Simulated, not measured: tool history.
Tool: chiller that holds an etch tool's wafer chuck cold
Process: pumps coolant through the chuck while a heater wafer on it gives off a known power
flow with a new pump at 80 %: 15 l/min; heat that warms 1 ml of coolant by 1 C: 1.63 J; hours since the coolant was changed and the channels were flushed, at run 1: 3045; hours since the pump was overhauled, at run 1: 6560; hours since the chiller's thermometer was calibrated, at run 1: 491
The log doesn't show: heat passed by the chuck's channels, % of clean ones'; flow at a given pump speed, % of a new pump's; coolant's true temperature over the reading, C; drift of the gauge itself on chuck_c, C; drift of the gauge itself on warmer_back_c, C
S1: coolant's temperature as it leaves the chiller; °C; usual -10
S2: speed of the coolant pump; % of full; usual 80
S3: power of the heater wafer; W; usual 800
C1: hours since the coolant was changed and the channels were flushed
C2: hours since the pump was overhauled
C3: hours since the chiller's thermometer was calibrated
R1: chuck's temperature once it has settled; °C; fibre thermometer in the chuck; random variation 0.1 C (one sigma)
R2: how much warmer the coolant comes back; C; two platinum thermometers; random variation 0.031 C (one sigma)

{"run": 1, "hour": 0.0, "S1": -10, "S2": 80, "S3": 800, "C1": 3045, "C2": 6560, "C3": 491, "R1": -0.4, "R2": 2.31}
{"run": 2, "hour": 100.1, "S1": -10, "S2": 80, "S3": 800, "C1": 3145, "C2": 6660, "C3": 591, "R1": -0.5, "R2": 2.33}
{"run": 3, "hour": 227.5, "S1": -10, "S2": 69, "S3": 800, "C1": 3272, "C2": 6787, "C3": 718, "R1": 0.4, "R2": 2.73}
{"run": 4, "hour": 405.2, "S1": -10, "S2": 69, "S3": 800, "C1": 3450, "C2": 6965, "C3": 896, "R1": 0.5, "R2": 2.8}
{"run": 5, "hour": 499.6, "S1": -10, "S2": 69, "S3": 800, "C1": 3544, "C2": 7059, "C3": 990, "R1": 0.6, "R2": 2.8}
{"run": 6, "hour": 576.1, "S1": -10, "S2": 80, "S3": 800, "C1": 3621, "C2": 7136, "C3": 1067, "R1": -0.3, "R2": 2.38}
{"run": 7, "hour": 761.7, "S1": -9, "S2": 80, "S3": 800, "C1": 3806, "C2": 7322, "C3": 1252, "R1": 0.9, "R2": 2.41}
{"run": 8, "hour": 912.0, "S1": -10, "S2": 80, "S3": 800, "C1": 3957, "C2": 7472, "C3": 1403, "R1": 0, "R2": 2.45}
{"run": 9, "hour": 1093.6, "S1": -10, "S2": 73, "S3": 800, "C1": 4138, "C2": 7653, "C3": 1584, "R1": 0.7, "R2": 2.62}
{"run": 10, "hour": 1231.2, "S1": -10, "S2": 73, "S3": 948, "C1": 4276, "C2": 7791, "C3": 1722, "R1": 2.9, "R2": 3.13}
{"run": 11, "hour": 1359.6, "S1": -10, "S2": 73, "S3": 948, "C1": 4404, "C2": 7919, "C3": 1850, "R1": 2.9, "R2": 3.16}
{"run": 12, "hour": 1542.1, "S1": -10, "S2": 80, "S3": 487, "C1": 4587, "C2": 8102, "C3": 2033, "R1": -3.7, "R2": 1.5}
{"run": 13, "hour": 1631.5, "S1": -10, "S2": 80, "S3": 487, "C1": 4676, "C2": 8191, "C3": 2122, "R1": -3.5, "R2": 1.56}
{"run": 14, "hour": 1709.7, "S1": -10, "S2": 80, "S3": 487, "C1": 4754, "C2": 8270, "C3": 2200, "R1": -3.4, "R2": 1.5}
{"run": 15, "hour": 1861.5, "S1": -10, "S2": 80, "S3": 800, "C1": 4906, "C2": 8421, "C3": 2352, "R1": 0.8, "R2": 2.51}
{"run": 16, "hour": 1942.2, "S1": -10, "S2": 80, "S3": 800, "C1": 4987, "C2": 8502, "C3": 2433, "R1": 0.6, "R2": 2.48}
{"run": 17, "hour": 2087.0, "S1": -15, "S2": 73, "S3": 518, "C1": 5132, "C2": 8647, "C3": 2578, "R1": -7.6, "R2": 1.82}
{"run": 18, "hour": 2226.8, "S1": -15, "S2": 73, "S3": 518, "C1": 5271, "C2": 8787, "C3": 2718, "R1": -7.4, "R2": 1.79}
{"run": 19, "hour": 2311.7, "S1": -15, "S2": 73, "S3": 518, "C1": 5356, "C2": 8872, "C3": 2802, "R1": -7.5, "R2": 1.77}
{"run": 20, "hour": 2429.8, "S1": -10, "S2": 63, "S3": 800, "C1": 5474, "C2": 8990, "C3": 2921, "R1": 2.7, "R2": 3.23}
{"hour": 2586.3, "done": "chiller's thermometer calibrated"}
{"run": 21, "hour": 2589.9, "S1": -8, "S2": 85, "S3": 685, "C1": 5634, "C2": 9149, "C3": 4, "R1": 0.9, "R2": 2.07}
{"run": 22, "hour": 2689.0, "S1": -8, "S2": 85, "S3": 685, "C1": 5733, "C2": 9248, "C3": 103, "R1": 0.9, "R2": 2.07}
{"run": 23, "hour": 2771.6, "S1": -10, "S2": 65, "S3": 464, "C1": 5815, "C2": 9330, "C3": 185, "R1": -2.8, "R2": 1.86}
{"run": 24, "hour": 2935.7, "S1": -10, "S2": 65, "S3": 464, "C1": 5979, "C2": 9495, "C3": 349, "R1": -2.8, "R2": 1.85}
{"hour": 2977.7, "done": "coolant pump overhauled"}
{"run": 25, "hour": 3106.3, "S1": -10, "S2": 65, "S3": 464, "C1": 6145, "C2": 129, "C3": 515, "R1": -3.7, "R2": 1.44}
{"run": 26, "hour": 3280.7, "S1": -10, "S2": 65, "S3": 464, "C1": 6319, "C2": 303, "C3": 689, "R1": -3.8, "R2": 1.44}
{"run": 27, "hour": 3432.3, "S1": -10, "S2": 65, "S3": 464, "C1": 6471, "C2": 455, "C3": 841, "R1": -3.7, "R2": 1.42}
{"hour": 3542.8, "done": "coolant changed, channels flushed"}
{"run": 28, "hour": 3618.8, "S1": -3, "S2": 80, "S3": 800, "C1": 76, "C2": 635, "C3": 1021, "R1": 5.2, "R2": 2}
{"run": 29, "hour": 3775.7, "S1": -19, "S2": 80, "S3": 526, "C1": 233, "C2": 792, "C3": 1178, "R1": -13.5, "R2": 1.27}
{"run": 30, "hour": 3961.5, "S1": -14, "S2": 73, "S3": 435, "C1": 419, "C2": 978, "C3": 1364, "R1": -9.3, "R2": 1.21}
{"run": 31, "hour": 4071.1, "S1": -11, "S2": 64, "S3": 435, "C1": 528, "C2": 1087, "C3": 1474, "R1": -5.7, "R2": 1.37}

The same runs without the tool's hidden state, with the same run-to-run variation:
run=1 R1=-2 R2=1.92
run=2 R1=-2.2 R2=1.93
run=3 R1=-1.5 R2=2.25
run=4 R1=-1.4 R2=2.31
run=5 R1=-1.4 R2=2.3
run=6 R1=-2.2 R2=1.94
run=7 R1=-1.2 R2=1.96
run=8 R1=-2.1 R2=1.99
run=9 R1=-1.7 R2=2.1
run=10 R1=0.1 R2=2.5
run=11 R1=0 R2=2.51
run=12 R1=-5.3 R2=1.19
run=13 R1=-5.2 R2=1.24
run=14 R1=-5.1 R2=1.18
run=15 R1=-1.9 R2=1.97
run=16 R1=-2.2 R2=1.94
run=17 R1=-9.7 R2=1.43
run=18 R1=-9.5 R2=1.39
run=19 R1=-9.6 R2=1.37
run=20 R1=-0.8 R2=2.49
run=21 R1=-1.5 R2=1.59
run=22 R1=-1.4 R2=1.58
run=23 R1=-4.8 R2=1.42
run=24 R1=-4.8 R2=1.4
run=25 R1=-4.8 R2=1.44
run=26 R1=-4.9 R2=1.43
run=27 R1=-4.9 R2=1.41
run=28 R1=4.9 R2=1.96
run=29 R1=-13.8 R2=1.25
run=30 R1=-9.7 R2=1.18
run=31 R1=-6.1 R2=1.34
